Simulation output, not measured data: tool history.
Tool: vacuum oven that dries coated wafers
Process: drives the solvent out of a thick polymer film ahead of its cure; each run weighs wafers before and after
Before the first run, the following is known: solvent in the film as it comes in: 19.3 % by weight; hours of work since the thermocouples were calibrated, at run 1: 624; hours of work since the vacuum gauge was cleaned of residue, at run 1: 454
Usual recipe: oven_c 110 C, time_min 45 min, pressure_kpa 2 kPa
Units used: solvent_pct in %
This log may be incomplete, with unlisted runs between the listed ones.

run,day,oven_c,time_min,pressure_kpa,hours of work since the thermocouples were calibrated,hours of work since the vacuum gauge was cleaned of residue,solvent_pct
1,0,110,45,2,624,454,4.15
2,2.05,110,45,2,644,474,4.19
3,4.271,110,45,2,666,496,4.27
4,7.033,110,45,2.86,693,523,4.75
5,9.938,110,45,2.86,722,552,4.66
6,11.446,110,45,2.86,737,567,4.73
7,13.358,110,45,2.86,755,586,4.73
8,16.312,110,45,2.86,784,615,4.72
9,18.504,110,45,2.86,806,636,4.7
10,21.475,110,45,2.86,835,665,4.92
11,24.617,110,45,2.86,866,696,4.88
12,26.546,110,45,2.86,885,715,4.93
13,29.775,110,45,2.86,917,747,4.83
14,32.679,110,45,2.86,945,775,4.95
15,35.521,110,45,2,973,803,4.48
16,38.608,110,45,2,1004,834,4.31
17,41.742,110,45,2,1034,865,4.58
18,44.746,110,75,2,1064,894,2.58
19,47.438,110,75,2,1090,921,2.63
20,50.321,110,45,1.06,1119,949,4.03
21,52.929,110,45,1.06,1144,975,4.02
22,55.542,110,45,1.06,1170,1000,4.03
23,57.767,104,23,2.45,1192,1022,10.27
24,59.371,104,23,2.45,1208,1038,10.16
25,62.067,110,37,1.44,1234,1064,5.33
26,65.229,122,24,4.04,1265,1095,4.87
27,67.092,122,24,4.04,1284,1114,4.76
28,68.775,111,41,2,1300,1130,4.79
29,70.538,111,41,2,1318,1148,4.87
30,72.758,108,41,5.76,1339,1169,7.95
31,74.575,101,45,1.13,1357,1187,7.32
32,76.575,101,45,6.34,1377,1207,10.34
33,78.129,101,45,6.34,1392,1222,10.54
34,81.008,116,25,3.26,1420,1251,6.35
35,84.2,116,75,2.83,1452,1282,2.17
36,85.675,116,75,2.83,1466,1296,2.28
37,87.942,110,51,2.34,1489,1319,4.43
38,90.033,110,51,2.34,1509,1339,4.48
39,91.525,110,51,2.34,1524,1354,4.34
40,93.246,109,51,2.34,1541,1371,4.88
41,95.358,121,45,2.27,1562,1392,2.25
42,98.104,121,45,2.27,1588,1419,2.2
43,101.254,121,45,2.27,1619,1450,2.29
44,103.054,102,45,4.7,1637,1467,9.42

Forecast each of these 3 alternatives for the next run:
A,106.258,102,26,4.7,1669,1499,?
B,106.258,101,51,4.7,1669,1499,?
C,106.258,110,45,4.67,1669,1499,?

run,solvent_pct
A,11.58
B,9.41
C,6.46
With the hidden condition removed and each run's random variation left untouched, the same runs would have given:
run,solvent_pct
A,10.38
B,7.95
C,5.2
